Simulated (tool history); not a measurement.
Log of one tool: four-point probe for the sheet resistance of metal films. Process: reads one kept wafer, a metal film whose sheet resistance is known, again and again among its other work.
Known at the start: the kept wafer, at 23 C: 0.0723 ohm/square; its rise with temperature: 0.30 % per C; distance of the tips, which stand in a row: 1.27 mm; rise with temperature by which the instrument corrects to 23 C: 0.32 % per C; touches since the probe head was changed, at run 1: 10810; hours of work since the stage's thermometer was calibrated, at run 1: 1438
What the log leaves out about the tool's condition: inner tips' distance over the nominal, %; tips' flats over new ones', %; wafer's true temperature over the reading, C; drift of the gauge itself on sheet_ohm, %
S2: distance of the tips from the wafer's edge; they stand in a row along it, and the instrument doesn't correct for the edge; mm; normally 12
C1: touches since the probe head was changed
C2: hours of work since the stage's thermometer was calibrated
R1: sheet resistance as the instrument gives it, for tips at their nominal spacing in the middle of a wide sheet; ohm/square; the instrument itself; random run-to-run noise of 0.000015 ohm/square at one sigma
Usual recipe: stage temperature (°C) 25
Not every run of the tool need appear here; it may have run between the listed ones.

{"run": 1, "hour": 0.0, "stage temperature (°C)": 25, "S2": 12, "C1": 10810, "C2": 1438, "R1": 0.072846}
{"run": 2, "hour": 19.1, "stage temperature (°C)": 25, "S2": 12, "C1": 11150, "C2": 1453, "R1": 0.072789}
{"run": 3, "hour": 53.5, "stage temperature (°C)": 25, "S2": 12, "C1": 11761, "C2": 1480, "R1": 0.072812}
{"run": 4, "hour": 70.3, "stage temperature (°C)": 25, "S2": 12, "C1": 12061, "C2": 1493, "R1": 0.072813}
{"run": 5, "hour": 101.4, "stage temperature (°C)": 25, "S2": 12, "C1": 12613, "C2": 1518, "R1": 0.072816}
{"run": 6, "hour": 118.5, "stage temperature (°C)": 25, "S2": 12, "C1": 12918, "C2": 1531, "R1": 0.072796}
{"run": 7, "hour": 146.0, "stage temperature (°C)": 25, "S2": 12, "C1": 13406, "C2": 1553, "R1": 0.072758}
{"run": 8, "hour": 168.1, "stage temperature (°C)": 25, "S2": 12, "C1": 13799, "C2": 1571, "R1": 0.072789}
{"run": 9, "hour": 202.7, "stage temperature (°C)": 20, "S2": 12, "C1": 14415, "C2": 1598, "R1": 0.072829}
{"run": 10, "hour": 224.0, "stage temperature (°C)": 20, "S2": 12, "C1": 14794, "C2": 1615, "R1": 0.072839}
{"run": 11, "hour": 242.3, "stage temperature (°C)": 20, "S2": 12, "C1": 15119, "C2": 1629, "R1": 0.072819}
{"run": 12, "hour": 267.3, "stage temperature (°C)": 33, "S2": 6, "C1": 15563, "C2": 1649, "R1": 0.073956}
{"run": 13, "hour": 294.5, "stage temperature (°C)": 23, "S2": 8, "C1": 16047, "C2": 1671, "R1": 0.073307}
{"run": 14, "hour": 328.6, "stage temperature (°C)": 18, "S2": 8, "C1": 16655, "C2": 1698, "R1": 0.073369}
{"run": 15, "hour": 357.4, "stage temperature (°C)": 29, "S2": 34, "C1": 17166, "C2": 1720, "R1": 0.072314}
{"run": 16, "hour": 385.4, "stage temperature (°C)": 29, "S2": 34, "C1": 17664, "C2": 1742, "R1": 0.072321}
{"run": 17, "hour": 423.6, "stage temperature (°C)": 29, "S2": 34, "C1": 18344, "C2": 1773, "R1": 0.072338}

Below are 5 alternative next runs, each starting from the tool's condition after run 17. Predict each:
{"run": "A", "hour": 443.0, "stage temperature (°C)": 27, "S2": 12, "C1": 18689, "C2": 1788, "R1": "?"}
{"run": "B", "hour": 443.0, "stage temperature (°C)": 33, "S2": 34, "C1": 18689, "C2": 1788, "R1": "?"}
{"run": "C", "hour": 443.0, "stage temperature (°C)": 34, "S2": 10, "C1": 18689, "C2": 1788, "R1": "?"}
{"run": "D", "hour": 443.0, "stage temperature (°C)": 29, "S2": 15, "C1": 18689, "C2": 1788, "R1": "?"}
{"run": "E", "hour": 443.0, "stage temperature (°C)": 19, "S2": 7, "C1": 18689, "C2": 1788, "R1": "?"}

run=A R1=0.072715
run=B R1=0.072248
run=C R1=0.072834
run=D R1=0.07254
run=E R1=0.073622
Take away the tool's hidden state, keep each run's random variation, and the runs would have read:
run=A R1=0.072684
run=B R1=0.072216
run=C R1=0.072802
run=D R1=0.072508
run=E R1=0.073592
